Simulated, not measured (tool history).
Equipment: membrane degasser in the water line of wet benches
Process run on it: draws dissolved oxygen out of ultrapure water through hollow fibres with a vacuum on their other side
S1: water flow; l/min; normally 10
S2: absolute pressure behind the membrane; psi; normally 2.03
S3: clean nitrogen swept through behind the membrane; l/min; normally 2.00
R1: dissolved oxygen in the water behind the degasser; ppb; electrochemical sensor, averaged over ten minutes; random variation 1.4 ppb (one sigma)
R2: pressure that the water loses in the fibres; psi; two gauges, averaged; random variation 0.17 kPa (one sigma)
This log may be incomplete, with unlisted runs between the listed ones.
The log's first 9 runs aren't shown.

run    hour  S1    S2    S3     R1     R2
 10   439.0   9  2.03  2.00  136.0  3.395
 11   509.3   9  2.03  2.00  135.3  3.362
 12   561.7   9  2.03  4.53   63.1  3.419
 13   623.4   9  2.03  4.53   63.8  3.379
 14   662.8   9  2.03  1.83  146.8  3.372
 15   717.5  10  2.03  2.00  147.3  3.770
 16   759.5  10  2.03  2.00  153.2  3.732
 17   793.8  10  2.03  2.00  151.3  3.765
 18   824.8   7  4.66  1.12  477.8  2.595
 19   858.1  10  2.03  4.51   71.9  3.771
      909.2  -- seals of the vacuum lines changed
 20   917.5  15  2.03  1.30  312.1  5.665
 21   946.7   7  3.28  1.07  304.1  2.635
 22  1017.2   7  3.28  1.07  303.9  2.641
 23  1055.3   7  4.99  1.61  329.4  2.609
 24  1090.5  10  4.99  2.50  307.6  3.791
 25  1152.8  10  4.99  2.50  308.2  3.749
 26  1183.9  13  2.76  2.50  213.4  4.911
 27  1241.1  15  4.66  3.61  304.8  5.655
 28  1297.6  15  4.66  3.61  308.5  5.680
 29  1343.7  15  4.66  3.61  308.2  5.713
 30  1377.2  15  4.66  3.61  313.4  5.649
 31  1414.2  15  4.66  3.61  306.1  5.754
 32  1462.6   9  4.66  3.61  181.5  3.449

4 ways to go on from here, each from the tool as it stands after run 32. What would each give?
  A  1496.3   9  4.66  2.53   ?   ?
  B  1496.3   8  4.66  3.61   ?   ?
  C  1496.3  12  1.23  1.62   ?   ?
  D  1496.3   7  3.41  1.84   ?   ?

run     R1     R2
  A  255.6  3.478
  B  161.7  3.034
  C  113.1  4.582
  D  191.8  2.605
Without the tool's unlogged condition, the same runs would have read:
run     R1     R2
  A  247.9  3.318
  B  156.6  2.892
  C  101.4  4.367
  D  184.5  2.480

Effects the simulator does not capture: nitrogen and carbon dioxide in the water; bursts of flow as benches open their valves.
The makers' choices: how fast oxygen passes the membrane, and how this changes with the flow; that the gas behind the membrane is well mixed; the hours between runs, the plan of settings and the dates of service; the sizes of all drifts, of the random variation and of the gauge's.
